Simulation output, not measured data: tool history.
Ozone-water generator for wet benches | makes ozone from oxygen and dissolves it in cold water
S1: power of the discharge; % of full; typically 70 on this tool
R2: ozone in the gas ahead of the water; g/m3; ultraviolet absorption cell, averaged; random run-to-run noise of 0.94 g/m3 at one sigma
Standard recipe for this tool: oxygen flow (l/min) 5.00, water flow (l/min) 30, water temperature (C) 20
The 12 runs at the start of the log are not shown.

Run 13, hour 849.6: usual settings but oxygen flow (l/min) 4.99. Result: dissolved ozone (ppm) 13.7, R2 156.7 g/m3.
Run 14, hour 941.9: usual settings but oxygen flow (l/min) 4.99. Result: dissolved ozone (ppm) 13.5, R2 155.9 g/m3.
Run 15, hour 997.4: usual settings but S1 54 % of full. Result: dissolved ozone (ppm) 10.8, R2 123.3 g/m3.
Run 16, hour 1044.8: usual settings but S1 54 % of full. Result: dissolved ozone (ppm) 10.9, R2 123.8 g/m3.
Run 17, hour 1089.6: usual settings but oxygen flow (l/min) 4.80, water temperature (C) 14. Result: dissolved ozone (ppm) 14.0, R2 157.6 g/m3.
Run 18, hour 1140.0: usual settings but S1 72 % of full. Result: dissolved ozone (ppm) 14.1, R2 160.3 g/m3.
At hour 1149.8: contactor cleaned.
Run 19, hour 1216.5: usual settings but S1 54 % of full, oxygen flow (l/min) 3.55, water flow (l/min) 32, water temperature (C) 25. Result: dissolved ozone (ppm) 8.6, R2 139.4 g/m3.
Run 20, hour 1289.9: usual settings but S1 54 % of full, oxygen flow (l/min) 3.55, water flow (l/min) 32, water temperature (C) 25. Result: dissolved ozone (ppm) 8.5, R2 138.9 g/m3.
At hour 1388.2: contactor cleaned, once more.
Run 21, hour 1396.0: usual settings but S1 91 % of full, oxygen flow (l/min) 3.55, water flow (l/min) 24, water temperature (C) 25. Result: dissolved ozone (ppm) 17.4, R2 218.3 g/m3.
Run 22, hour 1476.0: usual settings but S1 97 % of full, oxygen flow (l/min) 3.55, water flow (l/min) 24, water temperature (C) 25. Result: dissolved ozone (ppm) 18.3, R2 231.4 g/m3.
Run 23, hour 1543.6: usual settings but S1 97 % of full, oxygen flow (l/min) 3.55, water flow (l/min) 24, water temperature (C) 25. Result: dissolved ozone (ppm) 18.4, R2 231.4 g/m3.
Run 24, hour 1621.0: usual settings but S1 97 % of full, oxygen flow (l/min) 3.55, water flow (l/min) 24, water temperature (C) 25. Result: dissolved ozone (ppm) 18.0, R2 228.1 g/m3.
Run 25, hour 1681.7: usual settings but S1 97 % of full, oxygen flow (l/min) 3.55, water flow (l/min) 24, water temperature (C) 25. Result: dissolved ozone (ppm) 18.2, R2 229.7 g/m3.
Run 26, hour 1741.2: usual settings but oxygen flow (l/min) 3.19, water flow (l/min) 44, water temperature (C) 13. Result: dissolved ozone (ppm) 8.2, R2 180.6 g/m3.
Run 27, hour 1820.3: usual settings but oxygen flow (l/min) 6.87, water flow (l/min) 26, water temperature (C) 12. Result: dissolved ozone (ppm) 18.1, R2 139.7 g/m3.
Run 28, hour 1867.5: usual settings but oxygen flow (l/min) 6.87, water flow (l/min) 26, water temperature (C) 12. Result: dissolved ozone (ppm) 18.1, R2 138.5 g/m3.
Run 29, hour 1959.6: usual settings but S1 58 % of full, oxygen flow (l/min) 6.87, water flow (l/min) 26, water temperature (C) 12. Result: dissolved ozone (ppm) 15.4, R2 116.5 g/m3.
Run 30, hour 2060.4: usual settings but S1 41 % of full, oxygen flow (l/min) 3.11, water flow (l/min) 38, water temperature (C) 13. Result: dissolved ozone (ppm) 6.0, R2 113.5 g/m3.
Run 31, hour 2129.2: usual settings but S1 41 % of full, oxygen flow (l/min) 3.11, water flow (l/min) 20, water temperature (C) 13. Result: dissolved ozone (ppm) 11.0, R2 114.6 g/m3.
Run 32, hour 2202.0: usual settings but S1 41 % of full, oxygen flow (l/min) 3.11, water flow (l/min) 20, water temperature (C) 13. Result: dissolved ozone (ppm) 11.0, R2 115.9 g/m3.

Consider 4 possible next runs. They are alternatives, not a sequence: every one starts from the tool as it was left by run 32. What does each give?
Run A, hour 2299.8: usual settings but water flow (l/min) 42, water temperature (C) 23. Result: dissolved ozone (ppm) ?, R2 ?.
Run B, hour 2299.8: usual settings but S1 41 % of full, oxygen flow (l/min) 3.04, water flow (l/min) 20, water temperature (C) 13. Result: dissolved ozone (ppm) ?, R2 ?.
Run C, hour 2299.8: usual settings but S1 58 % of full, water temperature (C) 24. Result: dissolved ozone (ppm) ?, R2 ?.
Run D, hour 2299.8: usual settings but S1 41 % of full, oxygen flow (l/min) 4.55, water flow (l/min) 38, water temperature (C) 19. Result: dissolved ozone (ppm) ?, R2 ?.

run  dissolved ozone (ppm)     R2
  A                    9.8  153.6
  B                   10.7  114.7
  C                   10.9  132.1
  D                    6.6  102.0
What these runs would have given with no unlogged condition in the tool:
run  dissolved ozone (ppm)     R2
  A                   10.2  159.7
  B                   11.0  117.2
  C                   11.3  136.5
  D                    6.8  104.1

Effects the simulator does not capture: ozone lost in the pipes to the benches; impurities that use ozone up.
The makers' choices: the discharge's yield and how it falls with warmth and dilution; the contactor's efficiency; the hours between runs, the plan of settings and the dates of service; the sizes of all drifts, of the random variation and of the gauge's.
